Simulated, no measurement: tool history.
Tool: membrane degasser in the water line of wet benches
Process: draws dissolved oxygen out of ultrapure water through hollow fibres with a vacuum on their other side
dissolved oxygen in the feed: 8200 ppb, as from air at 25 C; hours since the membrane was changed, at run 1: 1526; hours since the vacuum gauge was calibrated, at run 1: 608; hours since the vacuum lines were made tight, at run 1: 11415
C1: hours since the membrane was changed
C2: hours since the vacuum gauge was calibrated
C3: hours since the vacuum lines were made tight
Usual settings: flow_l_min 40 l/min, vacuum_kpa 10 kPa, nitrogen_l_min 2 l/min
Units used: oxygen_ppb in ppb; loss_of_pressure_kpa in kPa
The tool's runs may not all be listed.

{"run": 1, "hour": 0.0, "flow_l_min": 40, "vacuum_kpa": 10, "nitrogen_l_min": 2, "C1": 1526, "C2": 608, "C3": 11415, "oxygen_ppb": 545.3, "loss_of_pressure_kpa": 38.91}
{"run": 2, "hour": 41.5, "flow_l_min": 40, "vacuum_kpa": 10, "nitrogen_l_min": 2, "C1": 1567, "C2": 650, "C3": 11457, "oxygen_ppb": 543.3, "loss_of_pressure_kpa": 39.05}
{"run": 3, "hour": 75.4, "flow_l_min": 40, "vacuum_kpa": 10, "nitrogen_l_min": 2, "C1": 1601, "C2": 684, "C3": 11491, "oxygen_ppb": 543.2, "loss_of_pressure_kpa": 38.97}
{"run": 4, "hour": 97.6, "flow_l_min": 40, "vacuum_kpa": 10, "nitrogen_l_min": 2, "C1": 1623, "C2": 706, "C3": 11513, "oxygen_ppb": 538.2, "loss_of_pressure_kpa": 38.86}
{"run": 5, "hour": 133.4, "flow_l_min": 40, "vacuum_kpa": 10, "nitrogen_l_min": 2, "C1": 1659, "C2": 742, "C3": 11549, "oxygen_ppb": 553.9, "loss_of_pressure_kpa": 39.19}
{"run": 6, "hour": 162.8, "flow_l_min": 39, "vacuum_kpa": 15, "nitrogen_l_min": 1.4, "C1": 1689, "C2": 771, "C3": 11578, "oxygen_ppb": 901.8, "loss_of_pressure_kpa": 37.98}
{"run": 7, "hour": 204.4, "flow_l_min": 40, "vacuum_kpa": 16.1, "nitrogen_l_min": 5.24, "C1": 1730, "C2": 813, "C3": 11620, "oxygen_ppb": 487.7, "loss_of_pressure_kpa": 39.01}
{"run": 8, "hour": 242.6, "flow_l_min": 51, "vacuum_kpa": 6.2, "nitrogen_l_min": 5.24, "C1": 1768, "C2": 851, "C3": 11658, "oxygen_ppb": 419.4, "loss_of_pressure_kpa": 49.75}
{"run": 9, "hour": 267.9, "flow_l_min": 40, "vacuum_kpa": 7.2, "nitrogen_l_min": 2.34, "C1": 1794, "C2": 876, "C3": 11683, "oxygen_ppb": 411.4, "loss_of_pressure_kpa": 38.88}
{"run": 10, "hour": 310.8, "flow_l_min": 40, "vacuum_kpa": 7.2, "nitrogen_l_min": 5.99, "C1": 1837, "C2": 919, "C3": 11726, "oxygen_ppb": 330.1, "loss_of_pressure_kpa": 38.91}

Table of differences, measured result less the result of that run with no hidden state. Run-to-run variation is the same in both. Gauge scatter possibly is not:
Hidden state at play: membrane still open, %; true pressure behind the membrane over the reading, kPa; air that leaks in behind the membrane, l/min; drift of the gauge itself on oxygen_ppb, %; drift of the gauge itself on loss_of_pressure_kpa, %.
run=1 oxygen_ppb=+8.6 loss_of_pressure_kpa=+0.16
run=2 oxygen_ppb=+8.7 loss_of_pressure_kpa=+0.17
run=3 oxygen_ppb=+8.9 loss_of_pressure_kpa=+0.17
run=4 oxygen_ppb=+8.8 loss_of_pressure_kpa=+0.18
run=5 oxygen_ppb=+9.3 loss_of_pressure_kpa=+0.18
run=6 oxygen_ppb=+11.6 loss_of_pressure_kpa=+0.18
run=7 oxygen_ppb=+9.1 loss_of_pressure_kpa=+0.19
run=8 oxygen_ppb=+7.4 loss_of_pressure_kpa=+0.25
run=9 oxygen_ppb=+8.1 loss_of_pressure_kpa=+0.19
run=10 oxygen_ppb=+6.7 loss_of_pressure_kpa=+0.21
